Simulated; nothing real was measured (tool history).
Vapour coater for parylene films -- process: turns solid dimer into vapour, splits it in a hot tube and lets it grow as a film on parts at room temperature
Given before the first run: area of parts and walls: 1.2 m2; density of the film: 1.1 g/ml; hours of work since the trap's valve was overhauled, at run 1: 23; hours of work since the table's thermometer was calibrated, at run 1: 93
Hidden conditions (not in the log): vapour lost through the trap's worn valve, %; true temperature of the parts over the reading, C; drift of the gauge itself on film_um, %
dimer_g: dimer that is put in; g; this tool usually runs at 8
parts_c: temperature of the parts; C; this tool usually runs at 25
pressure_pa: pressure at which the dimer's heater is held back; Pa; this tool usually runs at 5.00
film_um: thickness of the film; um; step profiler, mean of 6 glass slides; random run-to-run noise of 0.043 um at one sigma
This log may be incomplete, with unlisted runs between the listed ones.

run,hour,dimer_g,parts_c,pressure_pa,hours of work since the trap's valve was overhauled,hours of work since the table's thermometer was calibrated,film_um
1,0.0,8,25,5.00,23,93,4.63
2,20.7,12,25,5.00,33,102,7.01
3,31.3,12,25,5.00,37,107,6.86
4,44.0,8,20,5.00,43,113,5.39
5,65.6,8,20,5.00,53,122,5.41
6,84.0,8,17,5.00,61,131,5.87
7,94.2,8,17,5.00,66,136,5.78
8,115.3,8,25,5.00,76,145,4.60
9,132.8,8,25,5.00,83,153,4.57
10,150.9,8,25,10.46,92,161,4.18
11,170.8,8,25,10.46,101,170,4.16
12,184.8,8,25,10.46,107,177,4.14
13,200.5,8,25,10.46,114,184,4.14
14,209.9,8,25,10.46,119,188,4.09
15,224.7,8,25,10.46,125,195,4.12
16,240.8,8,25,10.46,133,202,4.05
17,258.9,8,25,10.46,141,210,4.06
18,272.7,8,25,10.46,147,217,4.02
19,288.1,8,18,5.00,154,224,5.52
20,304.4,8,18,5.00,162,231,5.51
21,323.6,8,18,5.00,170,240,5.54
22,332.8,8,18,5.00,174,244,5.39
23,351.5,8,25,5.00,183,253,4.37
24,369.9,4,30,9.23,191,261,1.76
25,388.5,5,30,2.23,200,269,2.54
26,404.9,5,30,2.23,207,277,2.62
27,421.9,5,30,2.23,215,285,2.54
28,431.2,8,28,5.00,219,289,3.97
29,448.9,3,33,5.00,227,297,1.29
30,463.1,3,25,5.00,234,303,1.57
31,473.9,3,25,5.00,239,308,1.58
32,484.6,3,18,5.00,244,313,1.98
33,504.4,3,36,4.46,253,322,1.19
34,520.1,3,17,4.46,260,329,2.00
35,542.0,3,17,4.46,270,339,1.97
36,561.9,6,25,5.00,279,348,3.20
37,574.5,13,20,2.57,284,354,8.59
38,589.3,13,20,2.57,291,361,8.50
39,609.7,13,20,2.57,300,370,8.47
40,619.0,9,32,2.40,305,374,4.18
# hour 630.0: trap's valve overhauled
41,640.7,9,32,2.40,5,382,4.63
42,650.8,9,32,2.40,9,387,4.69
43,661.8,9,32,2.59,14,392,4.62
44,672.4,4,32,8.49,19,397,1.78
45,685.7,3,30,9.85,25,403,1.38
46,705.3,3,30,9.85,34,412,1.35

Below are 3 alternative next runs, each starting from the tool's condition after run 46. Predict each:
A,715.5,9,23,7.69,39,416,?
B,715.5,8,25,2.25,39,416,?
C,715.5,4,20,3.35,39,416,?

run,film_um
A,5.30
B,5.17
C,2.85
With the hidden condition removed and each run's random variation left untouched, the same runs would have given:
run,film_um
A,5.36
B,5.22
C,2.87
